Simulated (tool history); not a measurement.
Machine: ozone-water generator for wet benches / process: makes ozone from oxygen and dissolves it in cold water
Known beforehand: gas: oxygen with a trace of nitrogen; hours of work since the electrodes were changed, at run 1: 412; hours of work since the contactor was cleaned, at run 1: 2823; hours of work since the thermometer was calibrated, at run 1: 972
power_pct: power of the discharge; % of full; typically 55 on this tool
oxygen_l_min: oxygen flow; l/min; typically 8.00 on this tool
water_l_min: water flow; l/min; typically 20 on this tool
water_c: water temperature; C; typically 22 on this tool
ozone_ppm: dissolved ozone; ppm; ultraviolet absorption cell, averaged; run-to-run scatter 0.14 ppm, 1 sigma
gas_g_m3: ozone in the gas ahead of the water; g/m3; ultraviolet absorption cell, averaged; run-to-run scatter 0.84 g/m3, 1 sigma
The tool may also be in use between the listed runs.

| run | hour | power_pct | oxygen_l_min | water_l_min | water_c | hours of work since the electrodes were changed | hours of work since the contactor was cleaned | hours of work since the thermometer was calibrated | ozone_ppm | gas_g_m3 |
|---|---|---|---|---|---|---|---|---|---|---|
| 1 | 0.0 | 55 | 8.00 | 20 | 22 | 412 | 2823 | 972 | 16.2 | 135.9 |
| 2 | 20.1 | 55 | 8.00 | 20 | 22 | 431 | 2841 | 990 | 15.9 | 133.7 |
| 3 | 51.8 | 43 | 8.00 | 20 | 22 | 460 | 2870 | 1019 | 13.9 | 116.1 |
| 4 | 74.6 | 43 | 8.00 | 20 | 22 | 481 | 2891 | 1040 | 13.8 | 116.8 |
| 5 | 103.9 | 55 | 8.00 | 20 | 22 | 507 | 2918 | 1067 | 16.2 | 136.1 |
| 6 | 124.7 | 55 | 8.00 | 20 | 22 | 526 | 2937 | 1086 | 16.1 | 133.7 |
| 7 | 164.2 | 55 | 8.00 | 15 | 22 | 563 | 2973 | 1122 | 20.1 | 133.5 |
| 8 | 183.4 | 66 | 8.00 | 20 | 22 | 580 | 2991 | 1140 | 17.9 | 150.3 |
| 9 | 217.9 | 55 | 6.05 | 20 | 22 | 612 | 3022 | 1171 | 16.7 | 160.3 |
| 10 | 257.3 | 55 | 6.05 | 20 | 22 | 648 | 3058 | 1207 | 16.8 | 160.6 |
| 11 | 279.9 | 55 | 6.05 | 20 | 22 | 668 | 3079 | 1228 | 17.0 | 158.8 |
| 12 | 298.0 | 55 | 11.36 | 20 | 19 | 685 | 3095 | 1244 | 15.7 | 108.4 |
| 13 | 334.6 | 55 | 11.36 | 20 | 19 | 718 | 3129 | 1278 | 15.7 | 108.9 |
| 14 | 372.8 | 55 | 11.36 | 20 | 19 | 753 | 3164 | 1313 | 15.7 | 107.6 |
| 15 | 398.9 | 55 | 8.00 | 21 | 22 | 777 | 3188 | 1337 | 15.4 | 134.0 |
| 16 | 432.7 | 55 | 8.31 | 20 | 27 | 808 | 3218 | 1368 | 14.2 | 130.3 |
| 17 | 460.0 | 83 | 8.00 | 20 | 14 | 833 | 3243 | 1393 | 23.4 | 170.3 |
| 18 | 487.4 | 83 | 9.39 | 20 | 14 | 858 | 3269 | 1418 | 23.0 | 155.8 |
| 19 | 524.5 | 88 | 6.95 | 22 | 19 | 892 | 3302 | 1452 | 21.1 | 195.0 |
| 20 | 552.4 | 43 | 8.00 | 21 | 25 | 917 | 3328 | 1477 | 12.3 | 115.1 |
| 21 | 570.6 | 43 | 8.00 | 24 | 25 | 934 | 3345 | 1494 | 11.1 | 114.8 |

A few steps of ozone_ppm between consecutive runs. Split each: what settings, incoming material and random variation would produce without the hidden state, and what is left over for the hidden state, along with gauge scatter present in only one of the two compared results (measured, and without hidden state):
Hidden state at play: yield of the discharge, % of new electrodes'; contactor's efficiency, % of a clean one's; true water temperature over the reading, C; drift of the gauge itself on ozone_ppm, %; drift of the gauge itself on gas_g_m3, %.
Run 16 -> 17: power_pct 55 -> 83, oxygen_l_min 8.31 -> 8.00, water_c 27 -> 14. ozone_ppm +9.2 ppm: hidden state -0.5, all else +9.7.
Run 19 -> 20: power_pct 88 -> 43, oxygen_l_min 6.95 -> 8.00, water_l_min 22 -> 21, water_c 19 -> 25. ozone_ppm -8.8 ppm: hidden state +0.6, all else -9.4.
